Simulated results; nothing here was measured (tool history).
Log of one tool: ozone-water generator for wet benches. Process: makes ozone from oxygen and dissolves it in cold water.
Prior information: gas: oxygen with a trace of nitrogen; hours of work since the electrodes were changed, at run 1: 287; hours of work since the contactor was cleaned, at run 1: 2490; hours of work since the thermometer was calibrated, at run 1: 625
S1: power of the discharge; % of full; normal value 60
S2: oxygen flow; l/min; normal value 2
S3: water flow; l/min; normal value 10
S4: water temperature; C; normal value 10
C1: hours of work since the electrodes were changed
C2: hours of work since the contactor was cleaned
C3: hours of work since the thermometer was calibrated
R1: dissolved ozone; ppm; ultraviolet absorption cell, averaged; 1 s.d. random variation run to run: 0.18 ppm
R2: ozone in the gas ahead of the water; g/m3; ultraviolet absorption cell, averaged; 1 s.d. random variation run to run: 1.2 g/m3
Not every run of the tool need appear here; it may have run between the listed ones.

run 1 hour=0 | S1=60 S2=2 S3=10 S4=10 | C1=287 C2=2490 C3=625 | R1=23.7 R2=217.1
run 2 hour=25 | S1=60 S2=2 S3=10 S4=10 | C1=302 C2=2505 C3=640 | R1=23.7 R2=216.7
run 3 hour=42.5 | S1=60 S2=2 S3=10 S4=10 | C1=313 C2=2516 C3=651 | R1=23.9 R2=217
run 4 hour=57.4 | S1=74 S2=2 S3=10 S4=10 | C1=322 C2=2525 C3=660 | R1=27.1 R2=248.2
run 5 hour=72.5 | S1=60 S2=2 S3=10 S4=10 | C1=331 C2=2534 C3=669 | R1=23.8 R2=216.1
run 6 hour=88.3 | S1=60 S2=2 S3=7 S4=10 | C1=341 C2=2544 C3=678 | R1=30.9 R2=214.4

Run 7 is up next; what results do you expect?
-- hour=95 contactor cleaned
run 7 hour=107.6 | S1=60 S2=2.43 S3=16 S4=10 | C1=350 C2=8 C3=688 | R1=? R2=?

R1: 16.3 ppm
R2: 199.6 g/m3
Minus the tool's unlogged condition, the same run would have read R1 17.5 ppm, R2 200.2 g/m3.

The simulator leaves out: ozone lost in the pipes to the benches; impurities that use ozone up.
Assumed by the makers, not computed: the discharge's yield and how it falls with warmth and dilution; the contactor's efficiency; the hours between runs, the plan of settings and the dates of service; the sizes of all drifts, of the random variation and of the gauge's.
